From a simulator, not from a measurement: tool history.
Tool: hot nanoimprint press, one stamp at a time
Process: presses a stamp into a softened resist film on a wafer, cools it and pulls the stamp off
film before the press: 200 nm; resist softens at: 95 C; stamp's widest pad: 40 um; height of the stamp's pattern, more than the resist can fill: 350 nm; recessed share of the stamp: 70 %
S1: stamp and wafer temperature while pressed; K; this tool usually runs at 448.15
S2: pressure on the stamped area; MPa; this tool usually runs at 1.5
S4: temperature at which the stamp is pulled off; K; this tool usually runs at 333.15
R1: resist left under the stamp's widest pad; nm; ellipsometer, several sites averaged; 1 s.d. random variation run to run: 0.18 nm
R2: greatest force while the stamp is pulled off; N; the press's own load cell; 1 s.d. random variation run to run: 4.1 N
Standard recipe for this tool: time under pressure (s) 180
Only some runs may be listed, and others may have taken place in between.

Run 1, day 0: usual settings. Result: R1 80.6 nm, R2 246 N.
Run 2, day 0.25: usual settings but time under pressure (s) 102. Result: R1 99.6 nm, R2 238 N.
Run 3, day 0.554: usual settings but S4 326.15 K. Result: R1 80.5 nm, R2 285 N.
Run 4, day 1.004: usual settings but S4 326.15 K. Result: R1 80.7 nm, R2 307 N.
Run 5, day 1.212: usual settings but S4 326.15 K. Result: R1 80.5 nm, R2 286 N.
Run 6, day 1.588: usual settings but S4 326.15 K. Result: R1 80.3 nm, R2 305 N.
Run 7, day 1.875: usual settings but S4 326.15 K. Result: R1 80.6 nm, R2 299 N.
Run 8, day 2.108: usual settings but time under pressure (s) 225. Result: R1 73.5 nm, R2 248 N.
Run 9, day 2.771: usual settings but time under pressure (s) 344. Result: R1 61.4 nm, R2 190 N.
Run 10, day 3.179: usual settings but S2 1.11 MPa, time under pressure (s) 344. Result: R1 71 nm, R2 200 N.
Run 11, day 3.6: usual settings but S1 441.15 K. Result: R1 101.4 nm, R2 203 N.
Run 12, day 4.004: usual settings but S1 441.15 K. Result: R1 101 nm, R2 202 N.
Run 13, day 4.35: usual settings but S1 441.15 K. Result: R1 101 nm, R2 201 N.
Run 14, day 4.604: usual settings but S1 441.15 K. Result: R1 101.3 nm, R2 211 N.
Run 15, day 4.925: usual settings but S1 441.15 K. Result: R1 101.2 nm, R2 213 N.
Run 16, day 5.375: usual settings but S1 441.15 K. Result: R1 101.1 nm, R2 219 N.
Run 17, day 5.608: usual settings but S1 441.15 K. Result: R1 101.3 nm, R2 219 N.
Run 18, day 5.933: usual settings but S1 441.15 K, S2 2.35 MPa. Result: R1 83.4 nm, R2 213 N.
Run 19, day 6.296: usual settings but S2 0.98 MPa, S4 320.15 K. Result: R1 96.5 nm, R2 289 N.
Run 20, day 6.821: usual settings but S1 451.15 K, S2 1.99 MPa, time under pressure (s) 107, S4 324.15 K. Result: R1 77.7 nm, R2 272 N.
Run 21, day 7.254: usual settings but S1 451.15 K, S2 1.99 MPa, time under pressure (s) 107, S4 324.15 K. Result: R1 77.4 nm, R2 278 N.
Run 22, day 7.458: usual settings but time under pressure (s) 138, S4 330.15 K. Result: R1 87.4 nm, R2 244 N.
Run 23, day 7.742: usual settings but S1 453.15 K, time under pressure (s) 280. Result: R1 55.6 nm, R2 225 N.
Run 24, day 8.204: usual settings but S1 453.15 K, time under pressure (s) 283. Result: R1 57.9 nm, R2 235 N.
Run 25, day 8.592: usual settings but S1 453.15 K, time under pressure (s) 283. Result: R1 58 nm, R2 227 N.
Run 26, day 8.912: usual settings but S2 1.18 MPa, S4 325.15 K. Result: R1 91.5 nm, R2 281 N.
Run 27, day 9.312: usual settings but S4 339.15 K. Result: R1 82.4 nm, R2 193 N.
Run 28, day 9.617: usual settings but S1 436.15 K, S2 1.21 MPa, time under pressure (s) 193, S4 321.15 K. Result: R1 128 nm, R2 320 N.
Run 29, day 9.804: usual settings but S1 436.15 K, S2 1.21 MPa, time under pressure (s) 193, S4 321.15 K. Result: R1 127.5 nm, R2 322 N.

Not shown here: 3 entries made in the log between runs. Locate each between two listed runs and compare the hidden state at the listed run before it with the hidden state at the listed run after it:
Logged between run 8 and run 9: stamp cleaned and given a new release coat (day 2.4)
  true temperature over the reading, C: 0.6 -> 0.62; pressure that arrives at the usual setting, %: 98.32 -> 98.27; grip of the stamp's worn release coat, % over a new coat's: 28.8 -> 1
  the result without the hidden state subtracted from the measured one, R1: -0.9 -> -0.8 nm; R2: +53 -> -1 N
Logged between run 19 and run 20: plate thermocouple calibrated (day 6.446)
  true temperature over the reading, C: 0.76 -> 1.23; pressure that arrives at the usual setting, %: 97.84 -> 97.79; grip of the stamp's worn release coat, % over a new coat's: 10.7 -> 11.9
  the result without the hidden state subtracted from the measured one, R1: -1.6 -> -2 nm; R2: +24 -> +22 N
Logged between run 23 and run 24: plate thermocouple calibrated, once more (day 8)
  true temperature over the reading, C: 1.26 -> -0.07; pressure that arrives at the usual setting, %: 97.69 -> 97.65; grip of the stamp's worn release coat, % over a new coat's: 14.5 -> 15.4
  the result without the hidden state subtracted from the measured one, R1: -1.7 -> +0.9 nm; R2: +21 -> +32 N

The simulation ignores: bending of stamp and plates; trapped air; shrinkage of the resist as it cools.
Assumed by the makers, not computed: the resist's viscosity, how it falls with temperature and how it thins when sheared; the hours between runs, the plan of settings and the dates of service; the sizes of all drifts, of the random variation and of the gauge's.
